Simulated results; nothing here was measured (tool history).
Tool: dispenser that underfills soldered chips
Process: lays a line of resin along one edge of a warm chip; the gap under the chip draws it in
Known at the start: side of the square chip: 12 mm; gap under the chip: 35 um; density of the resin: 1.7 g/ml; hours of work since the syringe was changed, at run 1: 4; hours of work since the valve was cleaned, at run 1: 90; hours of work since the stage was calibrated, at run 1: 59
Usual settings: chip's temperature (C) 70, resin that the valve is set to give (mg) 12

run,day,chip's temperature (C),resin that the valve is set to give (mg),hours of work since the syringe was changed,hours of work since the valve was cleaned,hours of work since the stage was calibrated,time until the resin shows at the far edge (s),resin that the valve gave (mg)
1,0,70,12,4,90,59,201.6,11.17
# day 0.254: new syringe of resin
2,0.646,70,12,7,101,69,232.5,11.12
# day 0.796: new syringe of resin
3,1.067,70,12,5,108,76,207,10.97
# day 1.233: dispensing valve cleaned and set on the balance
# day 1.379: new syringe of resin
4,1.567,70,12,3,5,84,182,11.95
# day 1.871: new syringe of resin
5,2.129,70,11.3,4,15,93,197.6,11.28
# day 2.4: new syringe of resin
6,2.512,70,12,2,21,99,166.2,11.71
# day 2.912: new syringe of resin
7,3.112,70,12,3,31,109,180.8,11.75
# day 3.45: new syringe of resin
8,3.75,70,12,5,41,119,207.5,11.62
# day 3.95: new syringe of resin
9,4.033,70,10.7,1,46,124,165.8,10.3
10,4.292,70,12,6,50,128,225.4,11.47
# day 4.442: new syringe of resin
11,4.904,70,12,8,60,138,258.9,11.46
# day 4.946: new syringe of resin
12,5.271,70,12,5,66,144,218.2,11.27
# day 5.454: new syringe of resin
13,5.558,64,12.4,2,70,149,205.8,11.68
# day 5.95: new syringe of resin
14,6.058,64,12.4,2,79,157,207,11.6
15,6.35,64,12.4,7,84,162,297.2,11.7
# day 6.45: new syringe of resin
16,6.729,76,12,5,90,168,169.4,11.23
# day 6.958: new syringe of resin
17,7.333,76,12,6,100,178,184.6,11.09
# day 7.454: new syringe of resin
18,7.796,64,12.1,6,107,185,275.1,10.97
# day 7.983: new syringe of resin
# day 8.025: dispensing valve cleaned and set on the balance
19,8.475,67,11.3,7,7,196,277.9,11.14
# day 8.538: new syringe of resin
20,8.771,67,11.3,4,12,201,222.6,11.14
# day 9.033: new syringe of resin
21,9.254,73,12,4,20,208,168.4,11.86
# day 9.542: new syringe of resin
22,9.896,73,12,6,31,219,202.7,11.72
# day 10.05: new syringe of resin
23,10.262,73,12,4,37,225,171.6,11.68

Forecast each of these 5 alternatives for the next run:
# day 10.554: new syringe of resin
A,10.592,56,10.9,1,42,230,?,?
# day 10.554: new syringe of resin
B,10.592,73,14.5,1,42,230,?,?
# day 10.554: new syringe of resin
C,10.592,80,13.9,1,42,230,?,?
# day 10.554: new syringe of resin
D,10.592,63,14.3,1,42,230,?,?
# day 10.554: new syringe of resin
E,10.592,70,15.6,1,42,230,?,?

run,time until the resin shows at the far edge (s),resin that the valve gave (mg)
A,256.6,10.5
B,132.5,13.86
C,106.6,13.43
D,190.9,13.82
E,144.7,15.2
Without the tool's hidden state the same runs would have given:
run,time until the resin shows at the far edge (s),resin that the valve gave (mg)
A,233.9,10.86
B,122.2,14.34
C,98.4,13.89
D,175.7,14.29
E,133.5,15.72
